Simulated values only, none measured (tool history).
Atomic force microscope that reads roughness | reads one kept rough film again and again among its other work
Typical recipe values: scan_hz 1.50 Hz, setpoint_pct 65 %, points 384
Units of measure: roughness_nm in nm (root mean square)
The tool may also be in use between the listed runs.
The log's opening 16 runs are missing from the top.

run   hour  scan_hz  setpoint_pct  points  roughness_nm
 17  234.4     1.12            65     667         2.378
 18  250.3     1.12            65     667         2.366
 19  258.2     0.62            80     900         2.341
     268.6  -- new tip fitted
 20  273.6     1.50            81     314         2.185
 21  286.9     1.50            65     407         2.406
 22  299.8     1.50            65     407         2.365
 23  316.4     1.50            65     407         2.340
 24  327.8     1.50            65     286         2.359
 25  345.4     1.46            74     311         2.231
 26  357.5     2.84            67     621         2.165
 27  367.8     0.51            56     678         2.442
     378.5  -- new tip fitted
 28  382.7     2.36            61     678         2.401
 29  399.2     1.82            67     434         2.320
 30  409.8     3.38            65     861         2.205
 31  420.9     3.38            65     861         2.181
 32  432.2     1.87            65     426         2.319
 33  441.7     0.79            78     980         2.337

Forecast run 34:
 34  454.7     3.10            68     902             ?

{"run 34": {"roughness_nm": 2.112}}
Were there no unlogged condition in the tool, this run, its random variation unchanged, would have produced roughness_nm 2.205 nm (root mean square).

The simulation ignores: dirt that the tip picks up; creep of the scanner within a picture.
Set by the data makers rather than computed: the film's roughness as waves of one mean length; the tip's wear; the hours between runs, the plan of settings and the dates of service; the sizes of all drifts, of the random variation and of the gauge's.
